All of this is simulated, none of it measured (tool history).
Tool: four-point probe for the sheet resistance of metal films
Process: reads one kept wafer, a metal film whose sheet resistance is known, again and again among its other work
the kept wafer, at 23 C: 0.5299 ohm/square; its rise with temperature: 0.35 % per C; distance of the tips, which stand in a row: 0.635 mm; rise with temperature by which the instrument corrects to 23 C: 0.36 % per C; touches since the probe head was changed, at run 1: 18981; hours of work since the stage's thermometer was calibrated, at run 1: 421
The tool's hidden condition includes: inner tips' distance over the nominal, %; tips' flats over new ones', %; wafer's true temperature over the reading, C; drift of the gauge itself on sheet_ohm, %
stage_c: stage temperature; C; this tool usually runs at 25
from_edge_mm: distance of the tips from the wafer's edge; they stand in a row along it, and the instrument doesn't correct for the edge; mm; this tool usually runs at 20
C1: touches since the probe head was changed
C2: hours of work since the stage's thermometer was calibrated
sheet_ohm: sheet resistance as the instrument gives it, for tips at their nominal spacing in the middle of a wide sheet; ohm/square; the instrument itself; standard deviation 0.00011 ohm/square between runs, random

run 1 day=0 | stage_c=25 from_edge_mm=20 | C1=18981 C2=421 | sheet_ohm=0.530882
run 2 day=0.896 | stage_c=25 from_edge_mm=20 | C1=19452 C2=436 | sheet_ohm=0.530758
run 3 day=2.054 | stage_c=35 from_edge_mm=20 | C1=20063 C2=454 | sheet_ohm=0.530304
run 4 day=3.354 | stage_c=35 from_edge_mm=20 | C1=20747 C2=475 | sheet_ohm=0.530199
run 5 day=4.712 | stage_c=35 from_edge_mm=20 | C1=21462 C2=497 | sheet_ohm=0.530196
run 6 day=5.762 | stage_c=35 from_edge_mm=20 | C1=22013 C2=514 | sheet_ohm=0.530286
run 7 day=6.354 | stage_c=25 from_edge_mm=5 | C1=22324 C2=523 | sheet_ohm=0.535242
run 8 day=6.958 | stage_c=25 from_edge_mm=20 | C1=22643 C2=533 | sheet_ohm=0.531115
run 9 day=7.821 | stage_c=25 from_edge_mm=20 | C1=23096 C2=547 | sheet_ohm=0.531224
run 10 day=8.692 | stage_c=25 from_edge_mm=20 | C1=23556 C2=561 | sheet_ohm=0.531363
run 11 day=10.004 | stage_c=25 from_edge_mm=20 | C1=24245 C2=582 | sheet_ohm=0.531017
run 12 day=11.292 | stage_c=25 from_edge_mm=20 | C1=24923 C2=603 | sheet_ohm=0.530971
run 13 day=12.654 | stage_c=25 from_edge_mm=20 | C1=25642 C2=625 | sheet_ohm=0.531172
run 14 day=13.388 | stage_c=25 from_edge_mm=20 | C1=26027 C2=637 | sheet_ohm=0.531172
run 15 day=14.625 | stage_c=25 from_edge_mm=20 | C1=26678 C2=657 | sheet_ohm=0.531272
run 16 day=15.662 | stage_c=34 from_edge_mm=73 | C1=27224 C2=673 | sheet_ohm=0.530634
run 17 day=16.762 | stage_c=34 from_edge_mm=7 | C1=27804 C2=691 | sheet_ohm=0.533003
run 18 day=17.617 | stage_c=28 from_edge_mm=7 | C1=28251 C2=705 | sheet_ohm=0.533369
run 19 day=18.775 | stage_c=19 from_edge_mm=7 | C1=28861 C2=723 | sheet_ohm=0.533778
run 20 day=19.704 | stage_c=22 from_edge_mm=31 | C1=29350 C2=738 | sheet_ohm=0.531487
run 21 day=20.679 | stage_c=29 from_edge_mm=33 | C1=29865 C2=754 | sheet_ohm=0.530881
run 22 day=21.317 | stage_c=29 from_edge_mm=33 | C1=30199 C2=764 | sheet_ohm=0.531008
run 23 day=22.529 | stage_c=18 from_edge_mm=55 | C1=30838 C2=784 | sheet_ohm=0.53174
run 24 day=23.496 | stage_c=22 from_edge_mm=16 | C1=31346 C2=799 | sheet_ohm=0.531956
run 25 day=24.45 | stage_c=19 from_edge_mm=4 | C1=31848 C2=815 | sheet_ohm=0.538869
run 26 day=25.812 | stage_c=19 from_edge_mm=67 | C1=32567 C2=837 | sheet_ohm=0.531714
run 27 day=26.508 | stage_c=19 from_edge_mm=60 | C1=32931 C2=848 | sheet_ohm=0.531939
run 28 day=27.562 | stage_c=20 from_edge_mm=4 | C1=33487 C2=865 | sheet_ohm=0.539056
run 29 day=28.788 | stage_c=28 from_edge_mm=32 | C1=34132 C2=885 | sheet_ohm=0.531275
run 30 day=30.112 | stage_c=24 from_edge_mm=24 | C1=34828 C2=906 | sheet_ohm=0.531881

Predict each of these 5 candidate next runs independently; none follows another, all start after run 30:
run A day=30.983 | stage_c=31 from_edge_mm=62 | C1=35287 C2=920 | sheet_ohm=?
run B day=30.983 | stage_c=28 from_edge_mm=34 | C1=35287 C2=920 | sheet_ohm=?
run C day=30.983 | stage_c=34 from_edge_mm=50 | C1=35287 C2=920 | sheet_ohm=?
run D day=30.983 | stage_c=25 from_edge_mm=16 | C1=35287 C2=920 | sheet_ohm=?
run E day=30.983 | stage_c=35 from_edge_mm=4 | C1=35287 C2=920 | sheet_ohm=?

run=A sheet_ohm=0.531075
run=B sheet_ohm=0.531274
run=C sheet_ohm=0.531181
run=D sheet_ohm=0.532106
run=E sheet_ohm=0.537971
With the hidden condition removed and each run's random variation left untouched, the same runs would have given:
run=A sheet_ohm=0.529275
run=B sheet_ohm=0.529468
run=C sheet_ohm=0.529386
run=D sheet_ohm=0.530292
run=E sheet_ohm=0.536156
